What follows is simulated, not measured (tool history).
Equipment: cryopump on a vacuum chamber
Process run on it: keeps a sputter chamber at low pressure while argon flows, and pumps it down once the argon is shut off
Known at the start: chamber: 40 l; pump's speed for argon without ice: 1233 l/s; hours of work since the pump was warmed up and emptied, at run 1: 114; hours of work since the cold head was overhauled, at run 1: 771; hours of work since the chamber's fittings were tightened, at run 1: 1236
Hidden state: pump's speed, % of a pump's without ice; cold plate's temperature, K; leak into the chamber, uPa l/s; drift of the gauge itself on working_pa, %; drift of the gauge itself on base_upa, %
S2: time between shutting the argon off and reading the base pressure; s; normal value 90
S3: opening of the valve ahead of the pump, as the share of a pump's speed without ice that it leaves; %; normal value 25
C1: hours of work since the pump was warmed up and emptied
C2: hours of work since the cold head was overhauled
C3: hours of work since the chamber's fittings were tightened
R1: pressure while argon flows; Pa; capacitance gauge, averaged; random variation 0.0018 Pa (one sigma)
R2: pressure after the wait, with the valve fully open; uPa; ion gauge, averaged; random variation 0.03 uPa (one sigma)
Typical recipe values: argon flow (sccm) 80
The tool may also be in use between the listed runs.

run 1 hour=0.0 | argon_flow_(sccm)=80 S2=90 S3=25 | C1=114 C2=771 C3=1236 | R1=0.4509 R2=2.94
run 2 hour=51.5 | argon_flow_(sccm)=80 S2=90 S3=20 | C1=161 C2=817 C3=1282 | R1=0.5680 R2=3.15
run 3 hour=129.2 | argon_flow_(sccm)=80 S2=90 S3=41 | C1=230 C2=887 C3=1352 | R1=0.2938 R2=3.31
run 4 hour=174.9 | argon_flow_(sccm)=80 S2=90 S3=25 | C1=271 C2=928 C3=1393 | R1=0.4723 R2=3.53
-- hour=225.7 pump warmed up, emptied and cooled again
run 5 hour=260.3 | argon_flow_(sccm)=80 S2=90 S3=25 | C1=31 C2=1000 C3=1465 | R1=0.4437 R2=3.16
run 6 hour=338.9 | argon_flow_(sccm)=80 S2=90 S3=25 | C1=101 C2=1070 C3=1535 | R1=0.4540 R2=3.30
run 7 hour=383.0 | argon_flow_(sccm)=80 S2=249 S3=25 | C1=141 C2=1110 C3=1575 | R1=0.4564 R2=2.66
run 8 hour=432.1 | argon_flow_(sccm)=80 S2=249 S3=25 | C1=185 C2=1154 C3=1619 | R1=0.4630 R2=2.95
run 9 hour=501.1 | argon_flow_(sccm)=80 S2=41 S3=25 | C1=247 C2=1215 C3=1680 | R1=0.4733 R2=5.36
run 10 hour=554.7 | argon_flow_(sccm)=80 S2=41 S3=25 | C1=295 C2=1264 C3=1728 | R1=0.4820 R2=5.51
-- hour=580.8 pump warmed up, emptied and cooled again
run 11 hour=633.2 | argon_flow_(sccm)=80 S2=90 S3=25 | C1=47 C2=1329 C3=1794 | R1=0.4429 R2=3.45
run 12 hour=720.1 | argon_flow_(sccm)=80 S2=86 S3=25 | C1=125 C2=1407 C3=1872 | R1=0.4521 R2=3.86
run 13 hour=784.4 | argon_flow_(sccm)=80 S2=86 S3=25 | C1=182 C2=1465 C3=1930 | R1=0.4610 R2=4.12
run 14 hour=825.8 | argon_flow_(sccm)=140 S2=137 S3=30 | C1=219 C2=1502 C3=1967 | R1=0.6917 R2=3.80
-- hour=902.2 leaking fittings of the chamber tightened, without venting
run 15 hour=915.8 | argon_flow_(sccm)=140 S2=137 S3=30 | C1=298 C2=1581 C3=12 | R1=0.7141 R2=1.23
-- hour=935.5 pump warmed up, emptied and cooled again
run 16 hour=971.8 | argon_flow_(sccm)=80 S2=37 S3=19 | C1=33 C2=1626 C3=58 | R1=0.5818 R2=3.39
run 17 hour=1031.6 | argon_flow_(sccm)=104 S2=192 S3=59 | C1=86 C2=1680 C3=111 | R1=0.2567 R2=1.04
run 18 hour=1078.5 | argon_flow_(sccm)=80 S2=33 S3=24 | C1=128 C2=1722 C3=153 | R1=0.4728 R2=3.89
run 19 hour=1117.6 | argon_flow_(sccm)=46 S2=178 S3=47 | C1=163 C2=1757 C3=189 | R1=0.1476 R2=1.16
run 20 hour=1179.6 | argon_flow_(sccm)=46 S2=178 S3=47 | C1=219 C2=1813 C3=244 | R1=0.1500 R2=1.31
run 21 hour=1252.3 | argon_flow_(sccm)=67 S2=280 S3=55 | C1=284 C2=1878 C3=309 | R1=0.2014 R2=1.24
-- hour=1289.3 pump warmed up, emptied and cooled again
run 22 hour=1329.8 | argon_flow_(sccm)=153 S2=183 S3=27 | C1=36 C2=1943 C3=374 | R1=0.7866 R2=1.25
run 23 hour=1408.4 | argon_flow_(sccm)=74 S2=90 S3=25 | C1=107 C2=2013 C3=444 | R1=0.4183 R2=2.05
run 24 hour=1472.4 | argon_flow_(sccm)=74 S2=90 S3=37 | C1=164 C2=2070 C3=502 | R1=0.2953 R2=2.27
run 25 hour=1513.2 | argon_flow_(sccm)=106 S2=164 S3=25 | C1=201 C2=2107 C3=538 | R1=0.6160 R2=1.74
run 26 hour=1573.6 | argon_flow_(sccm)=103 S2=90 S3=46 | C1=255 C2=2161 C3=593 | R1=0.3543 R2=2.52

Branching from run 26: 3 alternative next runs. What would each branch give?
run A hour=1631.3 | argon_flow_(sccm)=80 S2=84 S3=59 | C1=306 C2=2213 C3=644 | R1=? R2=?
run B hour=1631.3 | argon_flow_(sccm)=40 S2=37 S3=54 | C1=306 C2=2213 C3=644 | R1=? R2=?
run C hour=1631.3 | argon_flow_(sccm)=80 S2=126 S3=25 | C1=306 C2=2213 C3=644 | R1=? R2=?

run=A R1=0.2293 R2=2.68
run=B R1=0.1243 R2=4.35
run=C R1=0.4824 R2=2.20
What these runs would have given with no unlogged condition in the tool:
run=A R1=0.1852 R2=1.59
run=B R1=0.1021 R2=3.27
run=C R1=0.4380 R2=1.14
